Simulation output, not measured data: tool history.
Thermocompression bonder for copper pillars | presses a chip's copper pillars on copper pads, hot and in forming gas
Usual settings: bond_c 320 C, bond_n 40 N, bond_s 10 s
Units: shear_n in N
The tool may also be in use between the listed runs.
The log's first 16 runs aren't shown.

run 17 hour=473.7 | bond_c=320 bond_n=40 bond_s=10 | shear_n=53.4
run 18 hour=508.6 | bond_c=320 bond_n=40 bond_s=10 | shear_n=52.0
run 19 hour=528.2 | bond_c=298 bond_n=40 bond_s=10 | shear_n=42.4
run 20 hour=548.4 | bond_c=308 bond_n=50 bond_s=10 | shear_n=51.7
run 21 hour=579.3 | bond_c=320 bond_n=46 bond_s=10 | shear_n=53.2
run 22 hour=602.0 | bond_c=300 bond_n=43 bond_s=7 | shear_n=38.8
run 23 hour=621.8 | bond_c=300 bond_n=43 bond_s=7 | shear_n=38.1
-- hour=640.1 forming gas filter changed
run 24 hour=659.7 | bond_c=292 bond_n=44 bond_s=15 | shear_n=49.5
run 25 hour=678.0 | bond_c=310 bond_n=38 bond_s=15 | shear_n=53.9
run 26 hour=716.1 | bond_c=310 bond_n=42 bond_s=10 | shear_n=49.4
run 27 hour=752.1 | bond_c=320 bond_n=25 bond_s=13 | shear_n=44.0
run 28 hour=769.3 | bond_c=320 bond_n=40 bond_s=6 | shear_n=43.5
run 29 hour=804.2 | bond_c=320 bond_n=40 bond_s=6 | shear_n=43.0
run 30 hour=822.2 | bond_c=293 bond_n=26 bond_s=10 | shear_n=30.4
-- hour=832.5 forming gas filter changed
run 31 hour=853.2 | bond_c=329 bond_n=40 bond_s=24 | shear_n=69.7
run 32 hour=887.8 | bond_c=329 bond_n=40 bond_s=24 | shear_n=68.7
run 33 hour=923.6 | bond_c=316 bond_n=40 bond_s=10 | shear_n=51.1
run 34 hour=942.9 | bond_c=325 bond_n=36 bond_s=12 | shear_n=54.4
run 35 hour=967.8 | bond_c=304 bond_n=27 bond_s=5 | shear_n=28.2
run 36 hour=993.3 | bond_c=320 bond_n=40 bond_s=9 | shear_n=49.0
run 37 hour=1010.8 | bond_c=340 bond_n=37 bond_s=6 | shear_n=48.8
-- hour=1025.4 forming gas filter changed
run 38 hour=1047.9 | bond_c=340 bond_n=28 bond_s=30 | shear_n=69.4

Forecast each of these 4 alternatives for the next run:
run A hour=1070.4 | bond_c=300 bond_n=37 bond_s=26 | shear_n=?
run B hour=1070.4 | bond_c=321 bond_n=27 bond_s=30 | shear_n=?
run C hour=1070.4 | bond_c=320 bond_n=40 bond_s=18 | shear_n=?
run D hour=1070.4 | bond_c=340 bond_n=41 bond_s=9 | shear_n=?

run=A shear_n=57.2
run=B shear_n=60.7
run=C shear_n=62.1
run=D shear_n=60.7
Without the tool's hidden state the same runs would have given:
run=A shear_n=56.9
run=B shear_n=60.8
run=C shear_n=62.2
run=D shear_n=61.0
